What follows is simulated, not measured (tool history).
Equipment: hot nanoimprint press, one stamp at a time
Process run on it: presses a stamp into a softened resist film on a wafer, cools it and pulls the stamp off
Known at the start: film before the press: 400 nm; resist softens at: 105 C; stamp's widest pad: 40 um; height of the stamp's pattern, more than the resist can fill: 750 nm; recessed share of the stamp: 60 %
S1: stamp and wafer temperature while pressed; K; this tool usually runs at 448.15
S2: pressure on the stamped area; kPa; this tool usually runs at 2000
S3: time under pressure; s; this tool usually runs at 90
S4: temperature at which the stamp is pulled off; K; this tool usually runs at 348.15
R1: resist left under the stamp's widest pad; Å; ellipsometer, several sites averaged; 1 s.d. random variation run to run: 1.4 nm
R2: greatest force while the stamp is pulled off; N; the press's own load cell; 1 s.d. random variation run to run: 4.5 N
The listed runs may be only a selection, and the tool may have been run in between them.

run   hour      S1    S2   S3      S4    R1   R2
  1      0  448.15  2000   90  348.15  2328  261
  2    8.3  448.15  2000   90  348.15  2330  269
      15.8  -- stamp cleaned and given a new release coat
  3     25  448.15  2000   90  348.15  2303  220
  4   32.9  448.15  2000   90  348.15  2306  222
  5   40.9  448.15  2000   90  348.15  2333  227
  6   51.1  448.15  2000   90  351.15  2330  217
  7   61.3  448.15  3090   90  348.15  1932  222
  8   68.7  448.15  2000   90  348.15  2366  234
      72.7  -- plate thermocouple calibrated
  9   76.8  453.15  2000   90  348.15  2002  238
 10   87.1  448.15  2000   90  348.15  2372  242
 11   94.2  448.15  2000   90  348.15  2355  241
 12  102.7  448.15  2200   90  348.15  2277  233
 13  111.3  448.15  2200   90  348.15  2298  241
 14  119.5  448.15  2200   90  348.15  2275  241
 15  127.2  448.15  2000  136  348.15  2067  236
 16  136.6  448.15  2000  136  348.15  2090  239
     141.3  -- plate thermocouple calibrated, once more
 17  146.3  441.15  2010   62  347.15  3050  244
 18    158  448.15  2500   90  348.15  2049  243
 19  163.9  448.15  2500   90  348.15  2049  239
 20  172.5  441.15  2500   73  348.15  2760  245
 21  179.9  448.15  2000   90  355.15  2254  199

What does the tool deliver on the next run?
 22  186.6  448.15  2000  90  355.15   ?   ?

R1: 2252 Å
R2: 198 N
Had the tool carried no hidden state, the very same run would have given R1 2215 Å, R2 176 N.

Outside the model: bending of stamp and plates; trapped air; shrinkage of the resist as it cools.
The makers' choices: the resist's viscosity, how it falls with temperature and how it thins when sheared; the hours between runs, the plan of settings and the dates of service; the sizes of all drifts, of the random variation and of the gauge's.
